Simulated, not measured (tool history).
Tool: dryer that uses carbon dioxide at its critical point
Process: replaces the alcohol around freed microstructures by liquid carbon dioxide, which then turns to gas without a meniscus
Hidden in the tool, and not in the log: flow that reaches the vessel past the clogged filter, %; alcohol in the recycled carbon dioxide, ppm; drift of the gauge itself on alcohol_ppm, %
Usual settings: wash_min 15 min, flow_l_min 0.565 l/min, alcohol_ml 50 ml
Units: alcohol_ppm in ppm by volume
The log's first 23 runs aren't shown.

| run | hour | wash_min | flow_l_min | alcohol_ml | hours of work since the filter was changed | hours of work since the purifier's bed was changed | alcohol_ppm |
|---|---|---|---|---|---|---|---|
| 24 | 1082.5 | 21 | 0.807 | 69 | 200 | 655 | 23 |
| 25 | 1141.1 | 21 | 0.807 | 69 | 233 | 688 | 25 |
| 26 | 1193 | 23 | 0.366 | 46 | 263 | 718 | 78 |
| 27 | 1229.9 | 23 | 0.366 | 46 | 284 | 739 | 80 |
|  | 1253.9 | inlet filter changed |
| 28 | 1277.8 | 15 | 0.352 | 73 | 14 | 766 | 468 |
| 29 | 1312.1 | 15 | 0.352 | 73 | 33 | 786 | 487 |
| 30 | 1350.1 | 13 | 0.565 | 92 | 55 | 808 | 128 |
| 31 | 1414.7 | 17 | 0.937 | 115 | 92 | 845 | 39 |
| 32 | 1475.7 | 17 | 0.903 | 74 | 127 | 880 | 28 |
| 33 | 1517.3 | 17 | 0.903 | 74 | 151 | 903 | 27 |
| 34 | 1552.7 | 18 | 0.903 | 74 | 171 | 924 | 26 |
| 35 | 1613.5 | 16 | 0.37 | 50 | 206 | 959 | 350 |
| 36 | 1666.4 | 16 | 0.37 | 50 | 236 | 989 | 391 |
| 37 | 1729.5 | 12 | 0.703 | 29 | 273 | 1025 | 76 |
|  | 1773.4 | inlet filter changed |
| 38 | 1784.4 | 12 | 0.703 | 29 | 6 | 1056 | 44 |
|  | 1830.3 | purifier's bed changed |
| 39 | 1849.3 | 18 | 0.922 | 50 | 42 | 11 | 3 |
| 40 | 1919.2 | 18 | 0.922 | 50 | 82 | 51 | 2 |
| 41 | 1964.4 | 16 | 0.565 | 92 | 108 | 77 | 25 |
| 42 | 2026.6 | 19 | 0.346 | 50 | 143 | 113 | 150 |
| 43 | 2061.1 | 9 | 0.346 | 50 | 163 | 132 | 3262 |
| 44 | 2089.4 | 9 | 0.346 | 50 | 179 | 149 | 3263 |
| 45 | 2133 | 15 | 0.909 | 50 | 204 | 173 | 10 |
| 46 | 2178.3 | 15 | 0.909 | 50 | 230 | 199 | 2 |

Forecast each of these 4 alternatives for the next run:
| A | 2232.3 | 11 | 0.795 | 50 | 261 | 230 | ? |
| B | 2232.3 | 14 | 0.909 | 48 | 261 | 230 | ? |
| C | 2232.3 | 10 | 0.342 | 94 | 261 | 230 | ? |
| D | 2232.3 | 9 | 0.909 | 50 | 261 | 230 | ? |

| run | alcohol_ppm |
|---|---|
| A | 57 |
| B | 7 |
| C | 5819 |
| D | 94 |
Without the tool's hidden state the same runs would have given:
| run | alcohol_ppm |
|---|---|
| A | 13 |
| B | 0 |
| C | 3387 |
| D | 27 |
